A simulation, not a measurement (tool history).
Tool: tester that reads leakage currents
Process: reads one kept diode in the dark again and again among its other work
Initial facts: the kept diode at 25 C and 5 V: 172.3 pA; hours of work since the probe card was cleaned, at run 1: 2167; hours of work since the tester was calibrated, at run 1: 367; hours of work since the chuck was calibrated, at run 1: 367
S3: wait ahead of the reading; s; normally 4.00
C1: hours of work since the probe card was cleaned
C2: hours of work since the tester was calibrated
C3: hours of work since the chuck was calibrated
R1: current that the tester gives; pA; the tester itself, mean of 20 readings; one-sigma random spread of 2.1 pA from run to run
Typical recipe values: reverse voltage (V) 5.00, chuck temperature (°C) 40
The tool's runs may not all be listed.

{"run": 1, "day": 0.0, "reverse voltage (V)": 5.0, "chuck temperature (°C)": 40, "S3": 4.0, "C1": 2167, "C2": 367, "C3": 367, "R1": 691.22}
{"run": 2, "day": 4.175, "reverse voltage (V)": 5.0, "chuck temperature (°C)": 40, "S3": 4.0, "C1": 2246, "C2": 446, "C3": 446, "R1": 692.73}
{"run": 3, "day": 9.283, "reverse voltage (V)": 5.0, "chuck temperature (°C)": 40, "S3": 4.0, "C1": 2343, "C2": 543, "C3": 543, "R1": 689.27}
{"run": 4, "day": 13.279, "reverse voltage (V)": 5.0, "chuck temperature (°C)": 40, "S3": 4.0, "C1": 2419, "C2": 619, "C3": 619, "R1": 691.75}
{"run": 5, "day": 17.488, "reverse voltage (V)": 5.0, "chuck temperature (°C)": 40, "S3": 4.0, "C1": 2499, "C2": 699, "C3": 699, "R1": 691.25}
{"day": 18.275, "done": "chuck's temperature calibrated"}
{"run": 6, "day": 21.929, "reverse voltage (V)": 5.0, "chuck temperature (°C)": 40, "S3": 4.0, "C1": 2582, "C2": 782, "C3": 69, "R1": 693.89}
{"run": 7, "day": 26.312, "reverse voltage (V)": 5.0, "chuck temperature (°C)": 40, "S3": 4.0, "C1": 2665, "C2": 865, "C3": 153, "R1": 693.16}
{"day": 29.542, "done": "probe card cleaned and baked"}
{"run": 8, "day": 31.146, "reverse voltage (V)": 5.0, "chuck temperature (°C)": 40, "S3": 4.0, "C1": 30, "C2": 954, "C3": 242, "R1": 693.35}
{"run": 9, "day": 34.654, "reverse voltage (V)": 14.12, "chuck temperature (°C)": 40, "S3": 4.0, "C1": 97, "C2": 1021, "C3": 308, "R1": 1086.73}
{"run": 10, "day": 37.962, "reverse voltage (V)": 14.12, "chuck temperature (°C)": 48, "S3": 4.0, "C1": 160, "C2": 1084, "C3": 371, "R1": 2176.17}
{"run": 11, "day": 42.371, "reverse voltage (V)": 14.12, "chuck temperature (°C)": 48, "S3": 4.0, "C1": 243, "C2": 1167, "C3": 455, "R1": 2173.9}
{"run": 12, "day": 45.383, "reverse voltage (V)": 14.12, "chuck temperature (°C)": 48, "S3": 4.0, "C1": 301, "C2": 1224, "C3": 512, "R1": 2170.2}
{"run": 13, "day": 48.558, "reverse voltage (V)": 5.0, "chuck temperature (°C)": 40, "S3": 0.56, "C1": 361, "C2": 1285, "C3": 572, "R1": 693.75}
{"run": 14, "day": 53.542, "reverse voltage (V)": 5.0, "chuck temperature (°C)": 40, "S3": 0.62, "C1": 455, "C2": 1379, "C3": 667, "R1": 692.82}
{"day": 56.154, "done": "chuck's temperature calibrated"}
{"run": 15, "day": 56.196, "reverse voltage (V)": 5.0, "chuck temperature (°C)": 23, "S3": 0.62, "C1": 504, "C2": 1428, "C3": 1, "R1": 145.2}
{"run": 16, "day": 61.488, "reverse voltage (V)": 5.0, "chuck temperature (°C)": 40, "S3": 4.0, "C1": 605, "C2": 1528, "C3": 101, "R1": 690.3}
{"run": 17, "day": 66.812, "reverse voltage (V)": 5.0, "chuck temperature (°C)": 40, "S3": 4.0, "C1": 706, "C2": 1629, "C3": 202, "R1": 690.02}
{"run": 18, "day": 70.888, "reverse voltage (V)": 5.0, "chuck temperature (°C)": 40, "S3": 4.0, "C1": 783, "C2": 1707, "C3": 280, "R1": 691.32}
{"run": 19, "day": 75.038, "reverse voltage (V)": 5.0, "chuck temperature (°C)": 40, "S3": 4.0, "C1": 862, "C2": 1785, "C3": 358, "R1": 691.03}
{"run": 20, "day": 78.788, "reverse voltage (V)": 5.0, "chuck temperature (°C)": 40, "S3": 4.0, "C1": 933, "C2": 1857, "C3": 429, "R1": 693.97}
{"run": 21, "day": 82.412, "reverse voltage (V)": 1.01, "chuck temperature (°C)": 22, "S3": 0.69, "C1": 1002, "C2": 1925, "C3": 498, "R1": 64.11}
{"run": 22, "day": 86.725, "reverse voltage (V)": 6.23, "chuck temperature (°C)": 40, "S3": 7.68, "C1": 1083, "C2": 2007, "C3": 580, "R1": 760.17}
{"run": 23, "day": 90.233, "reverse voltage (V)": 3.15, "chuck temperature (°C)": 25, "S3": 4.0, "C1": 1150, "C2": 2074, "C3": 647, "R1": 140.8}
{"run": 24, "day": 93.221, "reverse voltage (V)": 3.15, "chuck temperature (°C)": 25, "S3": 4.0, "C1": 1207, "C2": 2130, "C3": 703, "R1": 140.68}
{"day": 93.833, "done": "chuck's temperature calibrated"}
{"run": 25, "day": 96.15, "reverse voltage (V)": 9.6, "chuck temperature (°C)": 57, "S3": 1.36, "C1": 1261, "C2": 2184, "C3": 44, "R1": 3812.26}
{"run": 26, "day": 100.179, "reverse voltage (V)": 3.45, "chuck temperature (°C)": 57, "S3": 2.86, "C1": 1337, "C2": 2261, "C3": 120, "R1": 2428.49}
{"run": 27, "day": 104.233, "reverse voltage (V)": 9.56, "chuck temperature (°C)": 53, "S3": 1.94, "C1": 1414, "C2": 2338, "C3": 197, "R1": 2762.02}
{"run": 28, "day": 107.758, "reverse voltage (V)": 9.56, "chuck temperature (°C)": 53, "S3": 1.94, "C1": 1481, "C2": 2405, "C3": 264, "R1": 2778.55}
{"run": 29, "day": 113.467, "reverse voltage (V)": 1.22, "chuck temperature (°C)": 24, "S3": 0.33, "C1": 1589, "C2": 2513, "C3": 372, "R1": 85.33}
{"run": 30, "day": 119.279, "reverse voltage (V)": 8.12, "chuck temperature (°C)": 40, "S3": 4.0, "C1": 1700, "C2": 2623, "C3": 483, "R1": 857.07}
{"run": 31, "day": 123.862, "reverse voltage (V)": 2.29, "chuck temperature (°C)": 24, "S3": 2.07, "C1": 1787, "C2": 2710, "C3": 570, "R1": 110.87}
{"run": 32, "day": 127.846, "reverse voltage (V)": 7.94, "chuck temperature (°C)": 47, "S3": 2.95, "C1": 1862, "C2": 2786, "C3": 645, "R1": 1558.06}
{"run": 33, "day": 130.292, "reverse voltage (V)": 7.94, "chuck temperature (°C)": 47, "S3": 2.95, "C1": 1909, "C2": 2832, "C3": 692, "R1": 1550.82}
{"day": 131.204, "done": "chuck's temperature calibrated"}
{"run": 34, "day": 134.2, "reverse voltage (V)": 1.28, "chuck temperature (°C)": 40, "S3": 4.0, "C1": 1981, "C2": 2905, "C3": 57, "R1": 378.32}
{"run": 35, "day": 136.725, "reverse voltage (V)": 12.41, "chuck temperature (°C)": 47, "S3": 4.0, "C1": 2029, "C2": 2953, "C3": 105, "R1": 1887.63}
{"run": 36, "day": 141.742, "reverse voltage (V)": 12.41, "chuck temperature (°C)": 47, "S3": 4.0, "C1": 2124, "C2": 3048, "C3": 200, "R1": 1881.98}
{"run": 37, "day": 146.733, "reverse voltage (V)": 1.86, "chuck temperature (°C)": 38, "S3": 2.56, "C1": 2219, "C2": 3143, "C3": 295, "R1": 374.8}
{"run": 38, "day": 150.458, "reverse voltage (V)": 2.25, "chuck temperature (°C)": 50, "S3": 1.61, "C1": 2290, "C2": 3213, "C3": 365, "R1": 1138.87}
{"run": 39, "day": 153.779, "reverse voltage (V)": 5.0, "chuck temperature (°C)": 28, "S3": 4.0, "C1": 2353, "C2": 3276, "C3": 428, "R1": 230.46}

4 ways to go on from here, each from the tool as it stands after run 39. What would each give?
{"run": "A", "day": 156.458, "reverse voltage (V)": 5.0, "chuck temperature (°C)": 28, "S3": 5.28, "C1": 2403, "C2": 3327, "C3": 479, "R1": "?"}
{"run": "B", "day": 156.458, "reverse voltage (V)": 6.18, "chuck temperature (°C)": 33, "S3": 4.0, "C1": 2403, "C2": 3327, "C3": 479, "R1": "?"}
{"run": "C", "day": 156.458, "reverse voltage (V)": 1.56, "chuck temperature (°C)": 27, "S3": 0.33, "C1": 2403, "C2": 3327, "C3": 479, "R1": "?"}
{"run": "D", "day": 156.458, "reverse voltage (V)": 5.0, "chuck temperature (°C)": 42, "S3": 4.0, "C1": 2403, "C2": 3327, "C3": 479, "R1": "?"}

run=A R1=229.57
run=B R1=403.63
run=C R1=126.35
run=D R1=823.85
With the hidden condition removed and each run's random variation left untouched, the same runs would have given:
run=A R1=229.83
run=B R1=404.15
run=C R1=126.53
run=D R1=825.10
